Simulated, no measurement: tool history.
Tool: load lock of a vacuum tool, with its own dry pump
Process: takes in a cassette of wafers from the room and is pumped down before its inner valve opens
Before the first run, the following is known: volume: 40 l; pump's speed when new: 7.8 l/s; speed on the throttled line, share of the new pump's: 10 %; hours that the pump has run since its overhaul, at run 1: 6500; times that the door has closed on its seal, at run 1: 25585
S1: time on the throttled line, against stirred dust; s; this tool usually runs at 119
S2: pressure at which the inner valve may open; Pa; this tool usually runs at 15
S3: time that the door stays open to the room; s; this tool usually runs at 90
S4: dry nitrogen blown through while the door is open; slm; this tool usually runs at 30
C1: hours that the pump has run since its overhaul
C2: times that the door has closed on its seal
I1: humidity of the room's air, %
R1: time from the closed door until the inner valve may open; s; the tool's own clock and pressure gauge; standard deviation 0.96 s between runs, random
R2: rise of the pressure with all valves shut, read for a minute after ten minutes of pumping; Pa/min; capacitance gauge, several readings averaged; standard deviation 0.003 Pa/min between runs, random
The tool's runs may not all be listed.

Run 1, hour 0: usual settings; C1 6500; C2 25585; I1 46.3. Result: R1 158.4 s, R2 0.211 Pa/min.
Run 2, hour 317.9: usual settings; C1 6818; C2 26191; I1 43.8. Result: R1 158.7 s, R2 0.206 Pa/min.
Run 3, hour 656.3: usual settings; C1 7157; C2 26835; I1 45.8. Result: R1 159.4 s, R2 0.219 Pa/min.
Run 4, hour 989.7: usual settings but S3 73 s; C1 7490; C2 27470; I1 46.9. Result: R1 158.5 s, R2 0.228 Pa/min.
Run 5, hour 1246.9: usual settings but S3 73 s; C1 7747; C2 27959; I1 47. Result: R1 159.4 s, R2 0.23 Pa/min.
Run 6, hour 1494.8: usual settings but S3 73 s; C1 7995; C2 28431; I1 43.9. Result: R1 160.3 s, R2 0.23 Pa/min.
Run 7, hour 1787.8: usual settings but S3 73 s; C1 8288; C2 28989; I1 43.5. Result: R1 160 s, R2 0.233 Pa/min.
Run 8, hour 2171.7: usual settings but S3 73 s; C1 8672; C2 29720; I1 46.4. Result: R1 160.1 s, R2 0.249 Pa/min.
Run 9, hour 2463.6: usual settings but S3 73 s; C1 8964; C2 30275; I1 45.6. Result: R1 161 s, R2 0.251 Pa/min.
Run 10, hour 2850.8: usual settings but S1 223 s, S3 73 s; C1 9351; C2 31012; I1 41.8. Result: R1 251.7 s, R2 0.258 Pa/min.
Run 11, hour 3273.8: usual settings but S1 223 s, S3 73 s; C1 9774; C2 31818; I1 46.3. Result: R1 255.9 s, R2 0.272 Pa/min.
Run 12, hour 3654.2: usual settings; C1 10155; C2 32542; I1 45.4. Result: R1 163.5 s, R2 0.282 Pa/min.
At hour 3689.2: dry pump taken out, an overhauled one fitted.
Run 13, hour 4037.6: usual settings; C1 348; C2 33260; I1 45.7. Result: R1 152.6 s, R2 0.293 Pa/min.
At hour 4179: door's seal changed, seat wiped.
Run 14, hour 4242.8: usual settings but S2 25 Pa; C1 552; C2 121; I1 43.3. Result: R1 149.4 s, R2 0.05 Pa/min.
Run 15, hour 4493.4: usual settings but S1 191 s, S2 25 Pa; C1 803; C2 598; I1 46.5. Result: R1 215.7 s, R2 0.053 Pa/min.
Run 16, hour 4876.6: usual settings but S1 191 s, S2 25 Pa; C1 1186; C2 1328; I1 46.1. Result: R1 216 s, R2 0.054 Pa/min.
Run 17, hour 5068.1: usual settings but S1 191 s, S2 25 Pa; C1 1377; C2 1692; I1 37.9. Result: R1 214.1 s, R2 0.045 Pa/min.
Run 18, hour 5429.4: usual settings but S1 191 s, S2 25 Pa; C1 1739; C2 2380; I1 42.1. Result: R1 213.8 s, R2 0.053 Pa/min.
Run 19, hour 5651.4: usual settings but S1 155 s, S2 24 Pa, S3 45 s; C1 1961; C2 2803; I1 45.1. Result: R1 182.1 s, R2 0.041 Pa/min.
Run 20, hour 5860.9: usual settings but S1 155 s, S2 24 Pa, S3 45 s; C1 2170; C2 3201; I1 47.5. Result: R1 181.3 s, R2 0.041 Pa/min.
Run 21, hour 6128.5: usual settings but S1 63 s, S2 24 Pa, S3 40 s; C1 2438; C2 3711; I1 44.2. Result: R1 102.3 s, R2 0.043 Pa/min.
Run 22, hour 6385.1: usual settings but S1 63 s, S2 24 Pa, S3 40 s; C1 2694; C2 4199; I1 45.6. Result: R1 101.7 s, R2 0.042 Pa/min.
Run 23, hour 6723.7: usual settings but S1 104 s, S3 144 s; C1 3033; C2 4844; I1 43.3. Result: R1 141.7 s, R2 0.08 Pa/min.
Run 24, hour 6968.1: usual settings but S4 28 slm; C1 3277; C2 5309; I1 46.4. Result: R1 153.8 s, R2 0.075 Pa/min.
Run 25, hour 7310.9: usual settings but S1 217 s, S3 137 s, S4 21 slm; C1 3620; C2 5962; I1 41.4. Result: R1 242.7 s, R2 0.086 Pa/min.
Run 26, hour 7597: usual settings but S1 217 s, S3 137 s, S4 21 slm; C1 3906; C2 6506; I1 48.1. Result: R1 243.5 s, R2 0.104 Pa/min.
Run 27, hour 8016.9: usual settings but S1 217 s, S2 19 Pa, S3 166 s, S4 15 slm; C1 4326; C2 7306; I1 46.3. Result: R1 240.6 s, R2 0.133 Pa/min.
Run 28, hour 8297.3: usual settings but S2 11 Pa, S3 122 s, S4 11 slm; C1 4607; C2 7839; I1 47.6. Result: R1 158.4 s, R2 0.122 Pa/min.
Run 29, hour 8482.4: usual settings but S2 11 Pa, S3 122 s, S4 11 slm; C1 4792; C2 8192; I1 42.6. Result: R1 157.4 s, R2 0.118 Pa/min.
Run 30, hour 8875.8: usual settings but S2 11 Pa, S3 122 s, S4 11 slm; C1 5185; C2 8941; I1 43.5. Result: R1 159.9 s, R2 0.123 Pa/min.
Run 31, hour 9116.9: usual settings but S2 22 Pa; C1 5426; C2 9400; I1 45.5. Result: R1 155.6 s, R2 0.087 Pa/min.
Run 32, hour 9341.1: usual settings but S2 27 Pa, S3 76 s, S4 6 slm; C1 5650; C2 9826; I1 46.6. Result: R1 153.3 s, R2 0.117 Pa/min.
Run 33, hour 9609.8: usual settings but S3 83 s; C1 5919; C2 10338; I1 43.9. Result: R1 158 s, R2 0.086 Pa/min.
Run 34, hour 9790.7: usual settings but S1 84 s, S3 210 s; C1 6100; C2 10682; I1 43.7. Result: R1 127.1 s, R2 0.124 Pa/min.
Run 35, hour 10108.5: usual settings but S1 84 s, S3 210 s; C1 6418; C2 11287; I1 43.7. Result: R1 126.7 s, R2 0.134 Pa/min.
Run 36, hour 10476.1: usual settings but S1 97 s, S2 27 Pa, S3 57 s, S4 23 slm; C1 6785; C2 11987; I1 43.7. Result: R1 135.1 s, R2 0.087 Pa/min.

Each row is a separate what-if for the run after 36, all from the same tool condition, not one after another. Results?
Run A, hour 10742.7: usual settings but S1 194 s, S2 13 Pa, S4 44 slm; C1 7052; C2 12495; I1 42.3. Result: R1 ?, R2 ?.
Run B, hour 10742.7: usual settings but S1 74 s, S2 14 Pa, S3 57 s, S4 11 slm; C1 7052; C2 12495; I1 48.4. Result: R1 ?, R2 ?.
Run C, hour 10742.7: usual settings but S1 71 s, S2 18 Pa, S3 43 s, S4 23 slm; C1 7052; C2 12495; I1 44.9. Result: R1 ?, R2 ?.
Run D, hour 10742.7: usual settings but S1 97 s, S2 27 Pa, S3 49 s, S4 23 slm; C1 7052; C2 12495; I1 44.9. Result: R1 ?, R2 ?.

run     R1     R2
  A  225.1  0.081
  B  119.2   0.11
  C  115.5  0.093
  D    135  0.089
Take away the tool's hidden state, keep each run's random variation, and the runs would have read:
run     R1     R2
  A  220.3  0.032
  B  112.2   0.06
  C  108.7  0.042
  D  129.1  0.038

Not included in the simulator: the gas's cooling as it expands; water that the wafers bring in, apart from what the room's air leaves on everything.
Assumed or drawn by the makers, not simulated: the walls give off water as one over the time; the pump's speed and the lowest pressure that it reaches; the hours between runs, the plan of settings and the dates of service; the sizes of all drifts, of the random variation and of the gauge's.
